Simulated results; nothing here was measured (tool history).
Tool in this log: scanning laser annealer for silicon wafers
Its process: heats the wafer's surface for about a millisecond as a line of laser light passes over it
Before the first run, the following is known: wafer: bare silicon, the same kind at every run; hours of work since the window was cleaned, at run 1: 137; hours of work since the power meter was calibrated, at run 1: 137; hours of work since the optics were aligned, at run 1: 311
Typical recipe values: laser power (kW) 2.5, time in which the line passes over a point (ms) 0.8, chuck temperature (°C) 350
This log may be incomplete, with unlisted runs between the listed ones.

run	hour	laser power (kW)	time in which the line passes over a point (ms)	chuck temperature (°C)	hours of work since the window was cleaned	hours of work since the power meter was calibrated	hours of work since the optics were aligned	highest temperature of the surface (°C)
1	0	2.5	0.8	350	137	137	311	1059
2	18.2	2.5	0.8	350	146	146	320	1059
3	28.8	2.5	0.62	350	151	151	326	975
4	42.9	2.5	0.8	350	158	158	333	1060
5	52	2.5	0.8	350	163	163	337	1056
6	65.5	2.5	0.8	350	169	169	344	1054
7	74	2.231	0.8	350	174	174	348	976
8	88.2	2.231	0.8	350	181	181	355	974
9	103.4	2.5	0.8	325	188	188	363	1026
10	111.9	2.5	0.8	350	192	192	367	1056
11	123.5	2.5	0.8	350	198	198	373	1058
12	138	2.5	0.57	347	205	205	380	939
13	147.1	2.5	0.57	347	210	210	384	941
14	162.7	2.5	0.57	347	217	217	392	939
15	172	2.482	0.8	322	222	222	397	1016
16	184.1	2.482	0.8	322	228	228	403	1016
17	199.6	2.501	0.8	350	236	236	410	1049
18	212.2	2.177	0.8	370	242	242	416	972

Expected results for the next run?
19	226.7	2.602	0.635	321	249	249	424	?

highest temperature of the surface (°C): 969
If the tool had no hidden condition, the same run with the same run-to-run variation would have returned highest temperature of the surface (°C) 1000.

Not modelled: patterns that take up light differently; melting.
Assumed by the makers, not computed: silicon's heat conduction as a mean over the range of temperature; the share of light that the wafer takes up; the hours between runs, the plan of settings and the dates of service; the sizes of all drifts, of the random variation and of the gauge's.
